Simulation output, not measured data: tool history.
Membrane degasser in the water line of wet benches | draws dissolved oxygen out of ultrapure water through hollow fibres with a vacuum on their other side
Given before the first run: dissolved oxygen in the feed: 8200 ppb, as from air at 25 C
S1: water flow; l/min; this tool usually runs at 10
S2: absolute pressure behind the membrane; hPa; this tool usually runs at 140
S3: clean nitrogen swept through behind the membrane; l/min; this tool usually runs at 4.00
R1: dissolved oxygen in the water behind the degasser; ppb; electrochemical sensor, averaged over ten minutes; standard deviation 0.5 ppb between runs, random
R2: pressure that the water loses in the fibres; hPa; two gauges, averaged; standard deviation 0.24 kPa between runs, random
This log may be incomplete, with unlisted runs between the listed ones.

{"run": 1, "day": 0.0, "S1": 10, "S2": 140, "S3": 4.0, "R1": 78.9, "R2": 611.1}
{"run": 2, "day": 2.779, "S1": 7, "S2": 140, "S3": 4.0, "R1": 49.8, "R2": 425.2}
{"run": 3, "day": 7.629, "S1": 7, "S2": 140, "S3": 4.0, "R1": 49.2, "R2": 423.4}
{"run": 4, "day": 12.183, "S1": 7, "S2": 140, "S3": 4.0, "R1": 49.9, "R2": 429.0}
{"run": 5, "day": 17.146, "S1": 7, "S2": 140, "S3": 4.0, "R1": 49.6, "R2": 426.5}
{"run": 6, "day": 21.675, "S1": 10, "S2": 228, "S3": 4.0, "R1": 131.3, "R2": 607.4}
{"run": 7, "day": 25.042, "S1": 10, "S2": 228, "S3": 4.0, "R1": 131.3, "R2": 610.6}
{"run": 8, "day": 29.292, "S1": 10, "S2": 228, "S3": 4.0, "R1": 130.9, "R2": 607.8}
{"run": 9, "day": 32.679, "S1": 10, "S2": 228, "S3": 4.0, "R1": 132.2, "R2": 609.5}
{"run": 10, "day": 36.1, "S1": 10, "S2": 140, "S3": 4.0, "R1": 78.8, "R2": 608.6}
{"run": 11, "day": 38.925, "S1": 10, "S2": 140, "S3": 4.0, "R1": 78.7, "R2": 608.0}
{"run": 12, "day": 43.496, "S1": 10, "S2": 140, "S3": 4.0, "R1": 79.5, "R2": 611.0}
{"run": 13, "day": 47.004, "S1": 10, "S2": 140, "S3": 4.0, "R1": 78.0, "R2": 609.0}
{"run": 14, "day": 51.717, "S1": 10, "S2": 140, "S3": 4.0, "R1": 78.5, "R2": 608.5}
{"run": 15, "day": 55.996, "S1": 12, "S2": 130, "S3": 11.14, "R1": 49.0, "R2": 729.6}
{"run": 16, "day": 61.238, "S1": 13, "S2": 235, "S3": 10.17, "R1": 94.0, "R2": 788.4}
{"run": 17, "day": 64.675, "S1": 16, "S2": 140, "S3": 5.73, "R1": 131.3, "R2": 979.7}
{"run": 18, "day": 70.55, "S1": 16, "S2": 140, "S3": 5.73, "R1": 130.7, "R2": 971.4}
{"run": 19, "day": 74.488, "S1": 8, "S2": 327, "S3": 6.56, "R1": 94.2, "R2": 487.1}
{"run": 20, "day": 79.275, "S1": 8, "S2": 327, "S3": 1.71, "R1": 327.5, "R2": 489.4}
{"run": 21, "day": 85.404, "S1": 8, "S2": 327, "S3": 1.71, "R1": 331.3, "R2": 488.6}
{"run": 22, "day": 88.729, "S1": 11, "S2": 86, "S3": 1.85, "R1": 94.6, "R2": 672.8}
{"run": 23, "day": 94.833, "S1": 8, "S2": 86, "S3": 1.85, "R1": 62.4, "R2": 485.4}
{"run": 24, "day": 97.504, "S1": 8, "S2": 86, "S3": 1.85, "R1": 61.7, "R2": 491.4}
{"run": 25, "day": 101.779, "S1": 8, "S2": 86, "S3": 1.85, "R1": 62.1, "R2": 486.7}
{"run": 26, "day": 106.45, "S1": 8, "S2": 294, "S3": 4.0, "R1": 133.6, "R2": 491.3}
{"run": 27, "day": 112.217, "S1": 8, "S2": 294, "S3": 4.0, "R1": 133.6, "R2": 489.8}

Put back what was entered between runs (1 entry, withheld): which listed runs does each sit between, and how does the hidden state differ from the listed run before to the listed run after?
Logged between run 11 and run 12: seals of the vacuum lines changed (day 41.658)
  air that leaks in behind the membrane, l/min: 0.0021 -> 0.002
